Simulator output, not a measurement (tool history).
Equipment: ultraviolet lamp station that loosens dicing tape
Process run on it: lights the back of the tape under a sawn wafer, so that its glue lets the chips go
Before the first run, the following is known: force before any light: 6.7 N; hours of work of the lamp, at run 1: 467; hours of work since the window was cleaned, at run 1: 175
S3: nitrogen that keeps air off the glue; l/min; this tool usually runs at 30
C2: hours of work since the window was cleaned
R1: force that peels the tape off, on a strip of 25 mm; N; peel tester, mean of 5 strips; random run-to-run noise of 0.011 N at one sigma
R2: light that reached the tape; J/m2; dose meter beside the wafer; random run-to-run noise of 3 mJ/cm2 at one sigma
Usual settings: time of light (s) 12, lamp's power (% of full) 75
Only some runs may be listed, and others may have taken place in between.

Run 1, hour 0.0: usual settings; hours of work of the lamp 467; C2 175. Result: R1 0.737 N, R2 3690 J/m2.
Run 2, hour 7.4: usual settings but S3 12 l/min; hours of work of the lamp 472; C2 181. Result: R1 1.334 N, R2 3710 J/m2.
Run 3, hour 14.9: usual settings but time of light (s) 11; hours of work of the lamp 478; C2 186. Result: R1 0.846 N, R2 3400 J/m2.
Run 4, hour 32.1: usual settings but time of light (s) 11; hours of work of the lamp 491; C2 199. Result: R1 0.875 N, R2 3400 J/m2.
At hour 38.4: window cleaned of glue's vapour.
Run 5, hour 41.8: usual settings; hours of work of the lamp 498; C2 3. Result: R1 0.833 N, R2 3480 J/m2.
Run 6, hour 55.5: usual settings; hours of work of the lamp 508; C2 13. Result: R1 0.843 N, R2 3480 J/m2.
Run 7, hour 68.2: usual settings; hours of work of the lamp 518; C2 23. Result: R1 0.828 N, R2 3450 J/m2.
Run 8, hour 77.2: usual settings; hours of work of the lamp 525; C2 29. Result: R1 0.853 N, R2 3470 J/m2.
Run 9, hour 87.8: usual settings; hours of work of the lamp 533; C2 37. Result: R1 0.831 N, R2 3380 J/m2.
Run 10, hour 98.0: usual settings; hours of work of the lamp 540; C2 45. Result: R1 0.867 N, R2 3460 J/m2.
Run 11, hour 106.2: usual settings but lamp's power (% of full) 89; hours of work of the lamp 547; C2 51. Result: R1 0.643 N, R2 4080 J/m2.
At hour 109.2: window cleaned of glue's vapour, once more.
Run 12, hour 124.7: usual settings but lamp's power (% of full) 89; hours of work of the lamp 560; C2 12. Result: R1 0.485 N, R2 4540 J/m2.
Run 13, hour 132.9: usual settings but time of light (s) 17, lamp's power (% of full) 88, S3 10 l/min; hours of work of the lamp 566; C2 18. Result: R1 0.621 N, R2 6360 J/m2.
Run 14, hour 141.2: usual settings but time of light (s) 17, lamp's power (% of full) 88, S3 10 l/min; hours of work of the lamp 573; C2 24. Result: R1 0.614 N, R2 6310 J/m2.
Run 15, hour 157.6: usual settings but time of light (s) 17, lamp's power (% of full) 62, S3 25 l/min; hours of work of the lamp 585; C2 37. Result: R1 0.611 N, R2 4430 J/m2.
Run 16, hour 175.8: usual settings but time of light (s) 17, lamp's power (% of full) 62, S3 25 l/min; hours of work of the lamp 599; C2 50. Result: R1 0.606 N, R2 4400 J/m2.
Run 17, hour 190.1: usual settings but time of light (s) 17, lamp's power (% of full) 86, S3 34 l/min; hours of work of the lamp 610; C2 61. Result: R1 0.307 N, R2 6080 J/m2.
Run 18, hour 199.9: usual settings but time of light (s) 8, lamp's power (% of full) 83, S3 47 l/min; hours of work of the lamp 617; C2 68. Result: R1 0.956 N, R2 2770 J/m2.
Run 19, hour 210.5: usual settings but time of light (s) 8, lamp's power (% of full) 83, S3 47 l/min; hours of work of the lamp 625; C2 76. Result: R1 0.979 N, R2 2760 J/m2.
Run 20, hour 219.1: usual settings but time of light (s) 8, lamp's power (% of full) 99, S3 47 l/min; hours of work of the lamp 632; C2 83. Result: R1 0.704 N, R2 3240 J/m2.
Run 21, hour 228.5: usual settings but time of light (s) 15, lamp's power (% of full) 76, S3 35 l/min; hours of work of the lamp 639; C2 90. Result: R1 0.453 N, R2 4660 J/m2.
Run 22, hour 240.8: usual settings but time of light (s) 15, lamp's power (% of full) 76, S3 35 l/min; hours of work of the lamp 648; C2 99. Result: R1 0.446 N, R2 4610 J/m2.
Run 23, hour 250.5: usual settings but time of light (s) 17, lamp's power (% of full) 94, S3 35 l/min; hours of work of the lamp 655; C2 107. Result: R1 0.280 N, R2 6470 J/m2.

Below, some changes in R1 between adjacent runs. For each, the amount present without the hidden state too (settings, incoming material, random variation) and the amount remaining for the hidden state with gauge scatter not shared by both compared results:
Unlogged tool condition in this case: lamp's light, % of a new lamp's; light that the window lets through, % of a clean one's; drift of the gauge itself on peel_n, %; drift of the gauge itself on dose_mj_cm2, %.
Run 1 -> 2: S3 30 -> 12. R1 +0.597 N: hidden state +0.145, all else +0.452.
Run 17 -> 18: time of light (s) 17 -> 8, lamp's power (% of full) 86 -> 83, S3 34 -> 47. R1 +0.649 N: hidden state +0.232, all else +0.417.

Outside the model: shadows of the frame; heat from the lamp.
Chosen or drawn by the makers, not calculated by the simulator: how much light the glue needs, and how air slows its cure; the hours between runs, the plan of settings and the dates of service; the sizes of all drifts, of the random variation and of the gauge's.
